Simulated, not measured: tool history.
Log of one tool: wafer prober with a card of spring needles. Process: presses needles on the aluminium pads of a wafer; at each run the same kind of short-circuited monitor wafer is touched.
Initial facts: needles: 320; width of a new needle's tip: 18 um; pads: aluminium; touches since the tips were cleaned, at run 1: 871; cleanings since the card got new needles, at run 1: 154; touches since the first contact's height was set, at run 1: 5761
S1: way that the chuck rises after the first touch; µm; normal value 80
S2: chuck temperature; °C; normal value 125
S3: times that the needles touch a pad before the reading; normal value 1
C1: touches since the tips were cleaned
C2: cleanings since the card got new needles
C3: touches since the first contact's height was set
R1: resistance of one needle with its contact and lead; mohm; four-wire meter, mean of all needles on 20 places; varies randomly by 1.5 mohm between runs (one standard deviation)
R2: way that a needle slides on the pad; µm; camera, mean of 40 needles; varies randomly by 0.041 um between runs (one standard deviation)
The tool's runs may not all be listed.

Run 1, hour 0: usual settings; C1 871; C2 154; C3 5761. Result: R1 179 mohm, R2 12.55 µm.
At hour 17: tips cleaned on abrasive film.
At hour 38.3: tips cleaned on abrasive film.
At hour 58.7: tips cleaned on abrasive film.
At hour 75.7: tips cleaned on abrasive film.
Run 2, hour 77.2: usual settings; C1 435; C2 158; C3 27951. Result: R1 166 mohm, R2 12.4 µm.
At hour 93.9: tips cleaned on abrasive film.
At hour 110.9: tips cleaned on abrasive film.
Run 3, hour 127.3: usual settings; C1 4740; C2 160; C3 42385. Result: R1 224 mohm, R2 12.4 µm.
At hour 131.7: tips cleaned on abrasive film.
At hour 148.7: tips cleaned on abrasive film.
At hour 169.5: tips cleaned on abrasive film.
Run 4, hour 173.8: usual settings; C1 1229; C2 163; C3 55715. Result: R1 192 mohm, R2 12.35 µm.
At hour 187: tips cleaned on abrasive film.
At hour 208: tips cleaned on abrasive film.
At hour 228: tips cleaned on abrasive film.
Run 5, hour 238: usual settings but S2 48 °C; C1 2903; C2 166; C3 74186. Result: R1 209 mohm, R2 12.3 µm.
At hour 246.3: tips cleaned on abrasive film.
At hour 267.4: tips cleaned on abrasive film.
At hour 288.4: tips cleaned on abrasive film.
At hour 305.4: tips cleaned on abrasive film.
Run 6, hour 315.9: usual settings but S2 48 °C; C1 3036; C2 170; C3 96592. Result: R1 222 mohm, R2 12.19 µm.
At hour 324.5: tips cleaned on abrasive film.
At hour 341.5: tips cleaned on abrasive film.
Run 7, hour 350.4: usual settings but S2 48 °C; C1 2573; C2 172; C3 106500. Result: R1 210 mohm, R2 12.24 µm.
At hour 355: height of the first contact set anew.
At hour 359.3: tips cleaned on abrasive film.
At hour 376.3: tips cleaned on abrasive film.
At hour 397.2: tips cleaned on abrasive film.
Run 8, hour 413.6: usual settings but S1 76 µm; C1 4724; C2 175; C3 16852. Result: R1 247 mohm, R2 11.53 µm.
At hour 417.7: tips cleaned on abrasive film.
At hour 434.7: tips cleaned on abrasive film.
At hour 446.7: card fitted with new needles.
At hour 463.8: tips cleaned on abrasive film.
At hour 480.8: tips cleaned on abrasive film.
Run 9, hour 487.5: usual settings but S1 64 µm, S2 28 °C; C1 1931; C2 2; C3 11711. Result: R1 189 mohm, R2 9.99 µm.
At hour 500.3: tips cleaned on abrasive film.
At hour 521.1: tips cleaned on abrasive film.
At hour 541.7: tips cleaned on abrasive film.
Run 10, hour 547.9: usual settings but S2 33 °C; C1 1788; C2 5; C3 29071. Result: R1 170 mohm, R2 12.45 µm.
At hour 560.6: tips cleaned on abrasive film.
At hour 577.7: tips cleaned on abrasive film.
At hour 598.4: tips cleaned on abrasive film.
At hour 619.3: tips cleaned on abrasive film.
Run 11, hour 632.4: usual settings but S3 2; C1 3805; C2 9; C3 53395. Result: R1 177 mohm, R2 12.33 µm.
At hour 640.5: tips cleaned on abrasive film.
At hour 660.5: tips cleaned on abrasive film.
At hour 680.8: tips cleaned on abrasive film.
Run 12, hour 689.8: usual settings but S2 52 °C, S3 2; C1 2602; C2 12; C3 69890. Result: R1 162 mohm, R2 12.31 µm.
At hour 698.4: tips cleaned on abrasive film.
At hour 707: height of the first contact set anew, once more.
At hour 719.8: tips cleaned on abrasive film.
At hour 738: tips cleaned on abrasive film.
Run 13, hour 738: usual settings but S2 52 °C, S3 2; C1 0; C2 15; C3 8909. Result: R1 134 mohm, R2 12.47 µm.
At hour 757.6: tips cleaned on abrasive film.
At hour 778.9: tips cleaned on abrasive film.
Run 14, hour 791.9: usual settings but S1 64 µm, S2 78 °C; C1 3755; C2 17; C3 24418. Result: R1 218 mohm, R2 9.98 µm.
At hour 796.2: tips cleaned on abrasive film.
At hour 813.3: tips cleaned on abrasive film.
At hour 830.3: tips cleaned on abrasive film.
Run 15, hour 840.2: usual settings but S1 64 µm, S2 55 °C; C1 2874; C2 20; C3 38301. Result: R1 214 mohm, R2 9.93 µm.
At hour 848.8: tips cleaned on abrasive film.
At hour 865.8: tips cleaned on abrasive film.
At hour 886.5: tips cleaned on abrasive film.
Run 16, hour 898.4: usual settings but S1 64 µm, S2 55 °C; C1 3464; C2 23; C3 55037. Result: R1 220 mohm, R2 9.95 µm.

Had the tool no unlogged condition, and each run kept its random variation, what would the results have been?
Hidden state at play: debris on the tips, nm; way that the needles fall short of the set height, um; tips' diameter, um; drift of the gauge itself on contact_mohm, %; drift of the gauge itself on scrub_um, %.
run   R1     R2
  1  143  12.56
  2  145  12.48
  3  143  12.52
  4  143  12.51
  5  135  12.51
  6  134  12.47
  7  134  12.54
  8  147  11.92
  9  132  10.03
 10  131  12.54
 11  147   12.5
 12  135  12.53
 13  132   12.5
 14  141  10.04
 15  136  10.04
 16  137  10.12
